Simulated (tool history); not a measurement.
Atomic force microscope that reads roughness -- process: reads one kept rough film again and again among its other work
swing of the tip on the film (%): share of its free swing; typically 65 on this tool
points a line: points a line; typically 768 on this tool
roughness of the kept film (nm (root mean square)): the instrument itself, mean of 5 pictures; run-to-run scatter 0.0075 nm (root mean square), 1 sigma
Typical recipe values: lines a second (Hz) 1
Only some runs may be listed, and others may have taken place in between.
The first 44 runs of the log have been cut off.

| run | day | lines a second (Hz) | swing of the tip on the film (%) | points a line | pictures with this tip | hours of work since the height scale was calibrated | roughness of the kept film (nm (root mean square)) |
|---|---|---|---|---|---|---|---|
| 45 | 48.729 | 1.06 | 65 | 590 | 162 | 146 | 2.294 |
| 46 | 49.525 | 1.06 | 65 | 585 | 177 | 154 | 2.293 |
| 47 | 50.329 | 2.43 | 74 | 760 | 192 | 163 | 2.025 |
|  | 50.804 | new tip fitted |
| 48 | 51.717 | 0.62 | 61 | 760 | 17 | 177 | 2.446 |
| 49 | 52.542 | 1.73 | 63 | 464 | 32 | 185 | 2.336 |
| 50 | 53.5 | 2.42 | 61 | 768 | 50 | 195 | 2.287 |
| 51 | 54.371 | 2.42 | 61 | 846 | 67 | 204 | 2.297 |
| 52 | 55.279 | 2.42 | 61 | 846 | 84 | 214 | 2.274 |

Predict each of these 3 candidate next runs independently; none follows another, all start after run 52:
| A | 55.967 | 2.42 | 61 | 725 | 97 | 221 | ? |
| B | 55.967 | 2.42 | 88 | 846 | 97 | 221 | ? |
| C | 55.967 | 1 | 70 | 340 | 97 | 221 | ? |

| run | roughness of the kept film (nm (root mean square)) |
|---|---|
| A | 2.256 |
| B | 1.825 |
| C | 2.311 |
With no hidden state in the tool, these same runs would have given:
| run | roughness of the kept film (nm (root mean square)) |
|---|---|
| A | 2.303 |
| B | 1.863 |
| C | 2.359 |
